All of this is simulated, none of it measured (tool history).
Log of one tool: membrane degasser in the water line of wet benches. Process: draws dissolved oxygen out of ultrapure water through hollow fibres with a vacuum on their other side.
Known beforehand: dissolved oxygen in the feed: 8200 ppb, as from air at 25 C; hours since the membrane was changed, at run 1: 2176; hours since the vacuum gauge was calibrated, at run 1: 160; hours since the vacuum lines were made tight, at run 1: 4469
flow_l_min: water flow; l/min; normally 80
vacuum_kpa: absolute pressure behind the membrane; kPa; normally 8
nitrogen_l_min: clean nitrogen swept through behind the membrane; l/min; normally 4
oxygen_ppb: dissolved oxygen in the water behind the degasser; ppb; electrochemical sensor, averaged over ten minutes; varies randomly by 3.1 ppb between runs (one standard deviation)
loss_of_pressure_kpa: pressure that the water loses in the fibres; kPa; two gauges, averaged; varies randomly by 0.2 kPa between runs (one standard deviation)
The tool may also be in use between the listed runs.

| run | hour | flow_l_min | vacuum_kpa | nitrogen_l_min | hours since the membrane was changed | hours since the vacuum gauge was calibrated | hours since the vacuum lines were made tight | oxygen_ppb | loss_of_pressure_kpa |
|---|---|---|---|---|---|---|---|---|---|
| 1 | 0 | 80 | 8 | 4 | 2176 | 160 | 4469 | 314.7 | 44.39 |
| 2 | 62.1 | 80 | 8 | 4 | 2238 | 222 | 4531 | 313.6 | 44.41 |
| 3 | 107.5 | 80 | 8 | 4 | 2284 | 267 | 4576 | 313.8 | 44.74 |
| 4 | 148.9 | 80 | 8 | 4 | 2325 | 309 | 4617 | 313.1 | 44.28 |
| 5 | 212.1 | 80 | 8 | 4 | 2388 | 372 | 4681 | 316.8 | 44.28 |
| 6 | 246.9 | 80 | 8 | 4 | 2423 | 407 | 4715 | 314.9 | 44.35 |
| 7 | 277.7 | 80 | 8 | 4 | 2454 | 437 | 4746 | 315.7 | 44.45 |
| 8 | 334.5 | 80 | 8 | 4 | 2511 | 494 | 4803 | 317.4 | 44.26 |
| 9 | 388.6 | 80 | 8 | 4 | 2565 | 548 | 4857 | 317.9 | 44.58 |
| 10 | 440.2 | 80 | 8 | 4 | 2616 | 600 | 4909 | 319.4 | 44.42 |
| 11 | 504.4 | 80 | 8 | 4 | 2681 | 664 | 4973 | 315.7 | 44.58 |
| 12 | 540.2 | 80 | 8 | 4 | 2716 | 700 | 5009 | 313 | 44.4 |
| 13 | 568.3 | 80 | 8 | 4 | 2745 | 728 | 5037 | 320 | 44.82 |
| 14 | 617.7 | 80 | 8 | 4 | 2794 | 777 | 5086 | 316.3 | 44.45 |
| 15 | 671 | 80 | 8 | 4 | 2847 | 831 | 5140 | 317.3 | 44.47 |
| 16 | 715.9 | 80 | 8 | 4 | 2892 | 876 | 5184 | 313.5 | 44.68 |
| 17 | 762.3 | 80 | 8 | 4 | 2939 | 922 | 5231 | 316.6 | 44.61 |
| 18 | 827.4 | 80 | 8 | 4 | 3004 | 987 | 5296 | 321.3 | 44.4 |
| 19 | 889.7 | 80 | 8 | 4 | 3066 | 1049 | 5358 | 317.9 | 44.66 |
| 20 | 928.3 | 118 | 17.57 | 2.68 | 3105 | 1088 | 5397 | 1368.1 | 65.48 |
| 21 | 990.5 | 118 | 17.57 | 2.68 | 3167 | 1150 | 5459 | 1397.3 | 65.8 |
| 22 | 1037.9 | 55 | 8 | 1.74 | 3214 | 1198 | 5506 | 336.7 | 30.65 |
| 23 | 1096.7 | 84 | 8 | 2.48 | 3273 | 1256 | 5565 | 448 | 46.79 |
| 24 | 1126.2 | 94 | 8.14 | 7.86 | 3303 | 1286 | 5595 | 325.7 | 52.4 |
|  | 1171 | seals of the vacuum lines changed |
| 25 | 1178.8 | 80 | 6.18 | 1.88 | 3353 | 1336 | 8 | 353.5 | 44.72 |
| 26 | 1206.2 | 80 | 15.64 | 3.65 | 3380 | 1364 | 35 | 667.1 | 44.65 |
| 27 | 1254.6 | 73 | 15.4 | 4 | 3429 | 1412 | 84 | 545 | 40.88 |
| 28 | 1312.2 | 73 | 15.4 | 5.1 | 3487 | 1470 | 141 | 465.9 | 40.99 |
| 29 | 1370.6 | 62 | 8.46 | 4 | 3545 | 1528 | 200 | 222.4 | 34.7 |
| 30 | 1415.8 | 79 | 6.91 | 9.86 | 3590 | 1574 | 245 | 180 | 44.33 |
| 31 | 1442.4 | 57 | 6.91 | 3.22 | 3617 | 1600 | 271 | 174.3 | 31.78 |
| 32 | 1478.9 | 117 | 8 | 2.93 | 3653 | 1637 | 308 | 702.2 | 65.07 |
| 33 | 1522.8 | 117 | 8 | 2.93 | 3697 | 1680 | 352 | 694.5 | 65.53 |

3 options for the next run, each taken on its own from the tool as it stands now. Forecast them:
| A | 1549.4 | 59 | 8 | 3.11 | 3724 | 1707 | 378 | ? | ? |
| B | 1549.4 | 91 | 10.3 | 4 | 3724 | 1707 | 378 | ? | ? |
| C | 1549.4 | 67 | 19.68 | 4.58 | 3724 | 1707 | 378 | ? | ? |

| run | oxygen_ppb | loss_of_pressure_kpa |
|---|---|---|
| A | 232.3 | 33.11 |
| B | 504.7 | 50.41 |
| C | 568.5 | 37.38 |
With no hidden state in the tool, these same runs would have given:
| run | oxygen_ppb | loss_of_pressure_kpa |
|---|---|---|
| A | 228.1 | 32.54 |
| B | 492.7 | 49.52 |
| C | 563.1 | 36.72 |
